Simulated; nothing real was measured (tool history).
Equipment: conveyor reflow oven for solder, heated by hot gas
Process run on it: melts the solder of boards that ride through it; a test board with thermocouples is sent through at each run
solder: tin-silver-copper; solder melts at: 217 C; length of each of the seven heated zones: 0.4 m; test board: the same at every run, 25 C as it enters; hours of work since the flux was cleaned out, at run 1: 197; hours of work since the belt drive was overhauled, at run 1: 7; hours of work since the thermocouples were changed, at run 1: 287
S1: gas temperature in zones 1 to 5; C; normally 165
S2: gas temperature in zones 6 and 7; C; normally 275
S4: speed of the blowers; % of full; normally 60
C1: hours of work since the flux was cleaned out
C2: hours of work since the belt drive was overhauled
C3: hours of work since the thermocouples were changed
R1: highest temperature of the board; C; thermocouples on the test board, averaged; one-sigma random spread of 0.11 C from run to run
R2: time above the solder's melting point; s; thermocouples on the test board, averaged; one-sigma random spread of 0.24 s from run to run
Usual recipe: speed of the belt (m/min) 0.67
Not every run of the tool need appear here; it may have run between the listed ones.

run 1 hour=0 | S1=165 S2=275 speed_of_the_belt_(m/min)=0.67 S4=60 | C1=197 C2=7 C3=287 | R1=261.5 R2=57.8
run 2 hour=10.4 | S1=165 S2=275 speed_of_the_belt_(m/min)=0.67 S4=60 | C1=203 C2=13 C3=293 | R1=261.6 R2=57.8
run 3 hour=19.3 | S1=165 S2=275 speed_of_the_belt_(m/min)=0.67 S4=60 | C1=208 C2=18 C3=297 | R1=261.6 R2=57.4
run 4 hour=30.4 | S1=152 S2=275 speed_of_the_belt_(m/min)=0.67 S4=60 | C1=214 C2=24 C3=304 | R1=259.8 R2=53.6
run 5 hour=38.2 | S1=152 S2=275 speed_of_the_belt_(m/min)=0.67 S4=60 | C1=218 C2=28 C3=308 | R1=259.8 R2=52.8
run 6 hour=47.2 | S1=152 S2=275 speed_of_the_belt_(m/min)=0.67 S4=60 | C1=223 C2=33 C3=313 | R1=259.6 R2=53.4
run 7 hour=56.6 | S1=152 S2=275 speed_of_the_belt_(m/min)=0.67 S4=60 | C1=228 C2=38 C3=318 | R1=259.6 R2=53.1
run 8 hour=68.3 | S1=152 S2=275 speed_of_the_belt_(m/min)=0.67 S4=61 | C1=235 C2=45 C3=324 | R1=260 R2=53.1
run 9 hour=76.7 | S1=152 S2=275 speed_of_the_belt_(m/min)=0.67 S4=61 | C1=239 C2=49 C3=329 | R1=260 R2=53.3
run 10 hour=88 | S1=169 S2=275 speed_of_the_belt_(m/min)=0.67 S4=61 | C1=246 C2=55 C3=335 | R1=262.3 R2=59
run 11 hour=97.8 | S1=167 S2=275 speed_of_the_belt_(m/min)=0.67 S4=60 | C1=251 C2=61 C3=341 | R1=261.6 R2=58.1
run 12 hour=106.3 | S1=167 S2=275 speed_of_the_belt_(m/min)=0.67 S4=60 | C1=256 C2=65 C3=345 | R1=261.7 R2=58.1
run 13 hour=119.3 | S1=167 S2=275 speed_of_the_belt_(m/min)=0.67 S4=60 | C1=263 C2=73 C3=352 | R1=261.6 R2=58.5
run 14 hour=126.1 | S1=180 S2=275 speed_of_the_belt_(m/min)=0.67 S4=60 | C1=267 C2=76 C3=356 | R1=263.3 R2=63.1
run 15 hour=139 | S1=165 S2=277 speed_of_the_belt_(m/min)=0.67 S4=60 | C1=274 C2=83 C3=363 | R1=263.4 R2=58.6
-- hour=145.8 flux residue cleaned out of gas plates and filters
run 16 hour=152.9 | S1=165 S2=272 speed_of_the_belt_(m/min)=0.67 S4=60 | C1=4 C2=88 C3=368 | R1=259.2 R2=56.4
run 17 hour=164 | S1=165 S2=281 speed_of_the_belt_(m/min)=0.686 S4=72 | C1=10 C2=94 C3=374 | R1=270 R2=60.4
run 18 hour=171.7 | S1=174 S2=275 speed_of_the_belt_(m/min)=0.672 S4=51 | C1=14 C2=99 C3=378 | R1=260.9 R2=59.3
run 19 hour=179.1 | S1=158 S2=269 speed_of_the_belt_(m/min)=0.69 S4=58 | C1=18 C2=103 C3=382 | R1=254.1 R2=49.9
run 20 hour=187.8 | S1=165 S2=275 speed_of_the_belt_(m/min)=0.718 S4=71 | C1=23 C2=107 C3=387 | R1=262.7 R2=54.1
run 21 hour=198.9 | S1=173 S2=275 speed_of_the_belt_(m/min)=0.617 S4=71 | C1=29 C2=114 C3=393 | R1=267.1 R2=68.5
run 22 hour=210.2 | S1=165 S2=275 speed_of_the_belt_(m/min)=0.67 S4=58 | C1=35 C2=120 C3=400 | R1=261.5 R2=57.7
run 23 hour=219.1 | S1=164 S2=275 speed_of_the_belt_(m/min)=0.687 S4=88 | C1=40 C2=125 C3=404 | R1=266.5 R2=59.1
run 24 hour=226.2 | S1=165 S2=275 speed_of_the_belt_(m/min)=0.701 S4=60 | C1=44 C2=129 C3=408 | R1=260.8 R2=54.3
run 25 hour=240.3 | S1=165 S2=275 speed_of_the_belt_(m/min)=0.701 S4=60 | C1=52 C2=136 C3=416 | R1=260.7 R2=54.5
run 26 hour=250.1 | S1=180 S2=270 speed_of_the_belt_(m/min)=0.701 S4=60 | C1=57 C2=142 C3=422 | R1=258 R2=58
run 27 hour=262.3 | S1=160 S2=281 speed_of_the_belt_(m/min)=0.764 S4=51 | C1=64 C2=148 C3=428 | R1=259.3 R2=47.2
run 28 hour=269.3 | S1=180 S2=264 speed_of_the_belt_(m/min)=0.541 S4=80 | C1=68 C2=152 C3=432 | R1=260 R2=78.7
run 29 hour=281.2 | S1=150 S2=264 speed_of_the_belt_(m/min)=0.588 S4=80 | C1=74 C2=159 C3=439 | R1=256.9 R2=61.8
run 30 hour=295.9 | S1=150 S2=264 speed_of_the_belt_(m/min)=0.588 S4=80 | C1=83 C2=167 C3=447 | R1=256.9 R2=61.4
run 31 hour=305.4 | S1=152 S2=282 speed_of_the_belt_(m/min)=0.758 S4=64 | C1=88 C2=172 C3=452 | R1=263.7 R2=48.5

Branching from run 31: 4 alternative next runs. What would each branch give?
run A hour=320.4 | S1=155 S2=271 speed_of_the_belt_(m/min)=0.758 S4=55 | C1=96 C2=180 C3=460 | R1=? R2=?
run B hour=320.4 | S1=165 S2=275 speed_of_the_belt_(m/min)=0.567 S4=76 | C1=96 C2=180 C3=460 | R1=? R2=?
run C hour=320.4 | S1=158 S2=266 speed_of_the_belt_(m/min)=0.58 S4=64 | C1=96 C2=180 C3=460 | R1=? R2=?
run D hour=320.4 | S1=167 S2=282 speed_of_the_belt_(m/min)=0.584 S4=64 | C1=96 C2=180 C3=460 | R1=? R2=?

run=A R1=250.8 R2=41.5
run=B R1=268.6 R2=73.6
run=C R1=257.2 R2=63.8
run=D R1=273.1 R2=74
Stripped of hidden state, with their random variation kept, the same runs would have yielded:
run=A R1=251.1 R2=41.6
run=B R1=268.9 R2=73.4
run=C R1=257.5 R2=63.7
run=D R1=273.4 R2=73.8
